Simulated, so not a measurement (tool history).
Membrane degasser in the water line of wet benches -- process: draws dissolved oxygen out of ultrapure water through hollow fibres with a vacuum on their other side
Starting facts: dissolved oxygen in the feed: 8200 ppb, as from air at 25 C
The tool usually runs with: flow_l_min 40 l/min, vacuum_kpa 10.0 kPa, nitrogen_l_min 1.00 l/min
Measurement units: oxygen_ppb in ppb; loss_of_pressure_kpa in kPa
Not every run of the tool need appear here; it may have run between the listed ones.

Run 1, day 0.000: usual settings. Result: oxygen_ppb 539.4 ppb, loss_of_pressure_kpa 37.90 kPa.
Run 2, day 6.233: usual settings. Result: oxygen_ppb 540.9 ppb, loss_of_pressure_kpa 37.59 kPa.
At day 10.200: vacuum gauge calibrated.
Run 3, day 12.062: usual settings but nitrogen_l_min 1.60 l/min. Result: oxygen_ppb 368.0 ppb, loss_of_pressure_kpa 37.41 kPa.
Run 4, day 18.621: usual settings but nitrogen_l_min 1.60 l/min. Result: oxygen_ppb 367.4 ppb, loss_of_pressure_kpa 37.82 kPa.
Run 5, day 23.208: usual settings but vacuum_kpa 23.2 kPa. Result: oxygen_ppb 1399.0 ppb, loss_of_pressure_kpa 37.83 kPa.
Run 6, day 26.000: usual settings but vacuum_kpa 23.2 kPa. Result: oxygen_ppb 1393.5 ppb, loss_of_pressure_kpa 37.92 kPa.
Run 7, day 30.996: usual settings but vacuum_kpa 7.0 kPa. Result: oxygen_ppb 312.3 ppb, loss_of_pressure_kpa 37.69 kPa.
Run 8, day 36.079: usual settings but flow_l_min 31 l/min, vacuum_kpa 7.0 kPa. Result: oxygen_ppb 246.7 ppb, loss_of_pressure_kpa 29.43 kPa.
Run 9, day 40.492: usual settings but flow_l_min 31 l/min, vacuum_kpa 7.0 kPa. Result: oxygen_ppb 247.5 ppb, loss_of_pressure_kpa 29.35 kPa.
Run 10, day 46.246: usual settings but flow_l_min 35 l/min, vacuum_kpa 14.1 kPa. Result: oxygen_ppb 740.6 ppb, loss_of_pressure_kpa 33.06 kPa.
Run 11, day 50.379: usual settings but flow_l_min 30 l/min, vacuum_kpa 16.0 kPa, nitrogen_l_min 1.62 l/min. Result: oxygen_ppb 510.3 ppb, loss_of_pressure_kpa 28.34 kPa.
Run 12, day 53.821: usual settings but flow_l_min 57 l/min, vacuum_kpa 16.9 kPa, nitrogen_l_min 1.62 l/min. Result: oxygen_ppb 951.9 ppb, loss_of_pressure_kpa 53.92 kPa.
Run 13, day 58.292: usual settings but flow_l_min 57 l/min, vacuum_kpa 16.9 kPa, nitrogen_l_min 1.62 l/min. Result: oxygen_ppb 952.3 ppb, loss_of_pressure_kpa 53.93 kPa.
Run 14, day 63.142: usual settings but flow_l_min 46 l/min, vacuum_kpa 11.4 kPa, nitrogen_l_min 2.42 l/min. Result: oxygen_ppb 365.0 ppb, loss_of_pressure_kpa 43.63 kPa.
Run 15, day 67.812: usual settings but flow_l_min 46 l/min, vacuum_kpa 11.4 kPa, nitrogen_l_min 2.42 l/min. Result: oxygen_ppb 367.4 ppb, loss_of_pressure_kpa 43.95 kPa.

Each row is a separate what-if for the run after 15, all from the same tool condition, not one after another. Results?
Run A, day 72.000: usual settings but flow_l_min 61 l/min. Result: oxygen_ppb ?, loss_of_pressure_kpa ?.
Run B, day 72.000: usual settings but flow_l_min 26 l/min, vacuum_kpa 11.4 kPa, nitrogen_l_min 1.14 l/min. Result: oxygen_ppb ?, loss_of_pressure_kpa ?.
Run C, day 72.000: usual settings but flow_l_min 28 l/min, vacuum_kpa 9.8 kPa, nitrogen_l_min 2.42 l/min. Result: oxygen_ppb ?, loss_of_pressure_kpa ?.
Run D, day 72.000: usual settings but nitrogen_l_min 0.64 l/min. Result: oxygen_ppb ?, loss_of_pressure_kpa ?.

run  oxygen_ppb  loss_of_pressure_kpa
  A       768.8                 57.73
  B       398.8                 24.81
  C       180.0                 26.63
  D       730.8                 38.04
Without the tool's hidden state the same runs would have given:
run  oxygen_ppb  loss_of_pressure_kpa
  A       759.3                 56.48
  B       395.6                 24.27
  C       177.8                 26.06
  D       726.3                 37.22
